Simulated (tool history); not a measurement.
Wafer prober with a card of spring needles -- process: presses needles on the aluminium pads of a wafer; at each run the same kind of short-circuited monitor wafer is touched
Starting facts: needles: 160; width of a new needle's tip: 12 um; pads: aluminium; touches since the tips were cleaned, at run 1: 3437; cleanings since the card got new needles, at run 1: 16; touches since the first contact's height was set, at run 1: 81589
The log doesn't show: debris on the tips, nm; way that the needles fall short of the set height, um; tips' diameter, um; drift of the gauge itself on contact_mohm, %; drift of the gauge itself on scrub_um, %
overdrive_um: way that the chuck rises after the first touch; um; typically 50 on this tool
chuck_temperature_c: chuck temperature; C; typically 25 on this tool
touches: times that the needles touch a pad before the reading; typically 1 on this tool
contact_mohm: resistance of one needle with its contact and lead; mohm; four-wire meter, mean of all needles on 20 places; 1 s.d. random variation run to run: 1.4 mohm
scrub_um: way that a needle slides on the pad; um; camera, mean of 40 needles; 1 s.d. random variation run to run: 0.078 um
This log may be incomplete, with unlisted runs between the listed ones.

| run | hour | overdrive_um | chuck_temperature_c | touches | touches since the tips were cleaned | cleanings since the card got new needles | touches since the first contact's height was set | contact_mohm | scrub_um |
|---|---|---|---|---|---|---|---|---|---|
| 1 | 0.0 | 50 | 25 | 1 | 3437 | 16 | 81589 | 262 | 10.72 |
|  | 4.0 | tips cleaned on abrasive film |
|  | 24.1 | tips cleaned on abrasive film |
|  | 44.2 | tips cleaned on abrasive film |
|  | 63.9 | tips cleaned on abrasive film |
|  | 81.0 | tips cleaned on abrasive film |
| 2 | 81.0 | 50 | 25 | 1 | 0 | 21 | 101962 | 132 | 10.50 |
|  | 101.1 | tips cleaned on abrasive film |
|  | 118.5 | tips cleaned on abrasive film |
| 3 | 118.5 | 50 | 25 | 1 | 0 | 23 | 111426 | 137 | 10.46 |
|  | 138.6 | tips cleaned on abrasive film |
|  | 158.3 | tips cleaned on abrasive film |
|  | 178.1 | tips cleaned on abrasive film |
| 4 | 188.4 | 50 | 25 | 1 | 2604 | 26 | 129036 | 241 | 10.17 |
|  | 196.5 | tips cleaned on abrasive film |
|  | 212.6 | tips cleaned on abrasive film |
|  | 232.7 | tips cleaned on abrasive film |
|  | 252.6 | tips cleaned on abrasive film |
| 5 | 264.3 | 50 | 25 | 1 | 2943 | 30 | 148141 | 279 | 10.33 |
|  | 272.4 | tips cleaned on abrasive film |
|  | 292.5 | tips cleaned on abrasive film |
|  | 296.8 | height of the first contact set anew |
|  | 312.8 | tips cleaned on abrasive film |
| 6 | 316.6 | 50 | 77 | 1 | 970 | 33 | 4998 | 200 | 10.24 |
|  | 332.7 | tips cleaned on abrasive film |
|  | 352.4 | tips cleaned on abrasive film |
|  | 368.5 | tips cleaned on abrasive film |
|  | 388.6 | tips cleaned on abrasive film |
| 7 | 399.3 | 50 | 25 | 2 | 2708 | 37 | 25827 | 212 | 10.13 |
|  | 407.4 | tips cleaned on abrasive film |
|  | 427.5 | tips cleaned on abrasive film |
| 8 | 442.5 | 41 | 57 | 2 | 3798 | 39 | 36714 | 295 | 7.99 |
|  | 446.6 | tips cleaned on abrasive film |
|  | 466.7 | tips cleaned on abrasive film |
|  | 486.8 | tips cleaned on abrasive film |
|  | 506.9 | tips cleaned on abrasive film |
| 9 | 510.7 | 41 | 57 | 2 | 986 | 43 | 53901 | 186 | 7.91 |
|  | 526.6 | tips cleaned on abrasive film |
|  | 546.4 | tips cleaned on abrasive film |
| 10 | 556.6 | 50 | 25 | 1 | 2570 | 45 | 65452 | 266 | 9.98 |
|  | 564.5 | tips cleaned on abrasive film |
|  | 584.1 | tips cleaned on abrasive film |
|  | 604.0 | tips cleaned on abrasive film |
|  | 624.1 | tips cleaned on abrasive film |
| 11 | 624.2 | 48 | 103 | 1 | 18 | 49 | 82463 | 164 | 9.32 |

Some steps in contact_mohm between neighbouring runs. How much of each would the tool show without its hidden state too (settings, what came in, random variation), and how much is left for the hidden state, with any gauge scatter that isn't in both results?
Run 1 -> 2: tips cleaned on abrasive film, tips cleaned on abrasive film, tips cleaned on abrasive film, tips cleaned on abrasive film, tips cleaned on abrasive film. contact_mohm -130 mohm: hidden state -133, all else +3.

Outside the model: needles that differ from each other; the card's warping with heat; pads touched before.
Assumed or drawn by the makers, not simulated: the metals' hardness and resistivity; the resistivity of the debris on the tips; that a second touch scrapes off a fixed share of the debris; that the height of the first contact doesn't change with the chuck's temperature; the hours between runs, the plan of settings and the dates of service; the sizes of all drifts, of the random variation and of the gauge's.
